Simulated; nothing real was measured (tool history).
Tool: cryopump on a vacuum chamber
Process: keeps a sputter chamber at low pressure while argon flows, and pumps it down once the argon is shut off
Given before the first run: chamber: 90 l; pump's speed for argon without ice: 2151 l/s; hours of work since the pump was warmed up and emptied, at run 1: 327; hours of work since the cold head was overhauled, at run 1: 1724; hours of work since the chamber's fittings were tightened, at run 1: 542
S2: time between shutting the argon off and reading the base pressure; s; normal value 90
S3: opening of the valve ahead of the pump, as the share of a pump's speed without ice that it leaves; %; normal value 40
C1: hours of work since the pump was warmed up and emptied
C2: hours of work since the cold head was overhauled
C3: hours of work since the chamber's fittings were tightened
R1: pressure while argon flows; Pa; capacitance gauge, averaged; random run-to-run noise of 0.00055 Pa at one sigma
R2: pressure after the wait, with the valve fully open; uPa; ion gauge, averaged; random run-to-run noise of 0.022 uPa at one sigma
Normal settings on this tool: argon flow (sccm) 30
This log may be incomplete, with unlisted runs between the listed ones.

{"run": 1, "day": 0.0, "argon flow (sccm)": 30, "S2": 90, "S3": 40, "C1": 327, "C2": 1724, "C3": 542, "R1": 0.0652, "R2": 0.65}
{"run": 2, "day": 1.538, "argon flow (sccm)": 30, "S2": 90, "S3": 40, "C1": 352, "C2": 1749, "C3": 567, "R1": 0.0646, "R2": 0.65}
{"run": 3, "day": 3.371, "argon flow (sccm)": 30, "S2": 43, "S3": 40, "C1": 382, "C2": 1779, "C3": 597, "R1": 0.0642, "R2": 1.17}
{"run": 4, "day": 4.579, "argon flow (sccm)": 30, "S2": 90, "S3": 40, "C1": 402, "C2": 1799, "C3": 616, "R1": 0.0646, "R2": 0.7}
{"day": 6.154, "done": "pump warmed up, emptied and cooled again"}
{"run": 5, "day": 7.196, "argon flow (sccm)": 30, "S2": 90, "S3": 28, "C1": 17, "C2": 1838, "C3": 655, "R1": 0.0857, "R2": 0.64}
{"run": 6, "day": 9.738, "argon flow (sccm)": 30, "S2": 90, "S3": 20, "C1": 58, "C2": 1879, "C3": 697, "R1": 0.1194, "R2": 0.65}
{"run": 7, "day": 10.908, "argon flow (sccm)": 30, "S2": 90, "S3": 40, "C1": 77, "C2": 1898, "C3": 716, "R1": 0.0615, "R2": 0.66}
{"run": 8, "day": 12.229, "argon flow (sccm)": 30, "S2": 90, "S3": 40, "C1": 99, "C2": 1920, "C3": 737, "R1": 0.0608, "R2": 0.67}
{"run": 9, "day": 13.971, "argon flow (sccm)": 24, "S2": 26, "S3": 51, "C1": 127, "C2": 1948, "C3": 765, "R1": 0.0388, "R2": 1.78}
{"run": 10, "day": 16.692, "argon flow (sccm)": 30, "S2": 154, "S3": 21, "C1": 171, "C2": 1992, "C3": 809, "R1": 0.1162, "R2": 0.49}
{"run": 11, "day": 19.196, "argon flow (sccm)": 30, "S2": 154, "S3": 45, "C1": 212, "C2": 2033, "C3": 850, "R1": 0.0557, "R2": 0.48}
{"run": 12, "day": 20.612, "argon flow (sccm)": 30, "S2": 103, "S3": 45, "C1": 235, "C2": 2056, "C3": 873, "R1": 0.057, "R2": 0.63}
{"run": 13, "day": 22.304, "argon flow (sccm)": 30, "S2": 103, "S3": 45, "C1": 262, "C2": 2083, "C3": 901, "R1": 0.0564, "R2": 0.62}

Describe how what the log doesn't record of the tool's condition differs between the last listed run preceding each entry between runs and the first listed run following it.
From run 4 to run 5: pump warmed up, emptied and cooled again (day 6.154)
  pump's speed, % of a pump's without ice: 82.1 -> 98.1; cold plate's temperature, K: 12.99 -> 13.01; leak into the chamber, uPa l/s: 421 -> 427
  measured result minus the result with no hidden state, R1: +0.0057 -> +0.0009 Pa; R2: +0.1 -> +0.07 uPa

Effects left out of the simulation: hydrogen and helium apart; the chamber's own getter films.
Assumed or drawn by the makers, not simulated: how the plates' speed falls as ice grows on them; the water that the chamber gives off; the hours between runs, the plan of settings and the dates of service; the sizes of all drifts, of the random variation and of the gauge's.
